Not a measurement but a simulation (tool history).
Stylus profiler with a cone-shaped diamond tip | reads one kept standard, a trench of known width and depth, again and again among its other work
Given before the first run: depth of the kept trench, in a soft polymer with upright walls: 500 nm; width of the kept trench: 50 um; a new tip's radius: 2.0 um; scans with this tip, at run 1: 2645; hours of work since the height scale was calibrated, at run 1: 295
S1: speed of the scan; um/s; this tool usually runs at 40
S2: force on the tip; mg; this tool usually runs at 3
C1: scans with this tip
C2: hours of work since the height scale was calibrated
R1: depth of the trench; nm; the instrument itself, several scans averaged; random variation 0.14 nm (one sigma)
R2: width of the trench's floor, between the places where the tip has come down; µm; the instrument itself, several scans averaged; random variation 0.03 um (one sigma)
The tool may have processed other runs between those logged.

| run | hour | S1 | S2 | C1 | C2 | R1 | R2 |
|---|---|---|---|---|---|---|---|
| 1 | 0 | 40 | 3 | 2645 | 295 | 506.69 | 47.12 |
| 2 | 23 | 137 | 3 | 2732 | 305 | 506.96 | 46.63 |
| 3 | 45.3 | 137 | 3 | 2817 | 314 | 506.93 | 46.58 |
| 4 | 74.4 | 40 | 3 | 2926 | 326 | 506.94 | 47.12 |
| 5 | 100.3 | 40 | 3 | 3024 | 337 | 506.61 | 47.05 |
| 6 | 127.9 | 40 | 3 | 3128 | 349 | 506.95 | 47.08 |
| 7 | 153.5 | 40 | 3 | 3225 | 359 | 507.01 | 47.06 |
| 8 | 183 | 40 | 3 | 3336 | 372 | 507.1 | 47.02 |
| 9 | 205 | 40 | 3 | 3419 | 381 | 507.17 | 47.09 |
| 10 | 230.3 | 40 | 3 | 3515 | 392 | 506.88 | 47.06 |
| 11 | 257.2 | 40 | 3 | 3617 | 403 | 507.16 | 47.04 |
| 12 | 274.1 | 40 | 3 | 3680 | 410 | 506.99 | 47.02 |
| 13 | 295.2 | 37 | 3 | 3760 | 419 | 506.96 | 47.06 |
| 14 | 312 | 90 | 3 | 3823 | 426 | 507.15 | 46.82 |
| 15 | 338.1 | 90 | 3 | 3922 | 437 | 507.14 | 46.75 |
| 16 | 363.8 | 90 | 3 | 4019 | 448 | 507.11 | 46.74 |
| 17 | 380.2 | 41 | 3 | 4081 | 455 | 507.34 | 46.96 |
| 18 | 405.7 | 28 | 3.45 | 4177 | 466 | 507.79 | 47.06 |
|  | 409.1 | height scale calibrated on a step standard |
| 19 | 431.7 | 40 | 2.26 | 4274 | 10 | 506.25 | 47.05 |
| 20 | 447.2 | 13 | 5.52 | 4332 | 16 | 510.33 | 47.15 |
| 21 | 469.3 | 13 | 5.52 | 4416 | 25 | 510.58 | 47.14 |
| 22 | 490.4 | 35 | 1.85 | 4495 | 34 | 505.96 | 46.95 |
|  | 513.6 | height scale calibrated on a step standard, once more |
| 23 | 528.4 | 35 | 1.85 | 4637 | 6 | 504.58 | 47 |
| 24 | 546.2 | 35 | 1.85 | 4704 | 14 | 504.42 | 46.97 |
| 25 | 572.3 | 19 | 8.76 | 4803 | 25 | 512.13 | 47.12 |
| 26 | 605 | 27 | 3.9 | 4926 | 38 | 507.1 | 47.03 |
| 27 | 630.9 | 27 | 3.9 | 5024 | 49 | 507.22 | 47.02 |

Alternative continuations, all from the tool just after run 27; predict every row:
| A | 654 | 78 | 1.37 | 5111 | 59 | ? | ? |
| B | 654 | 40 | 2.5 | 5111 | 59 | ? | ? |
| C | 654 | 52 | 3.9 | 5111 | 59 | ? | ? |

| run | R1 | R2 |
|---|---|---|
| A | 503.93 | 46.61 |
| B | 505.46 | 46.96 |
| C | 507.37 | 46.92 |
With no hidden state in the tool, these same runs would have given:
| run | R1 | R2 |
|---|---|---|
| A | 503.69 | 46.81 |
| B | 505.22 | 47.16 |
| C | 507.13 | 47.12 |

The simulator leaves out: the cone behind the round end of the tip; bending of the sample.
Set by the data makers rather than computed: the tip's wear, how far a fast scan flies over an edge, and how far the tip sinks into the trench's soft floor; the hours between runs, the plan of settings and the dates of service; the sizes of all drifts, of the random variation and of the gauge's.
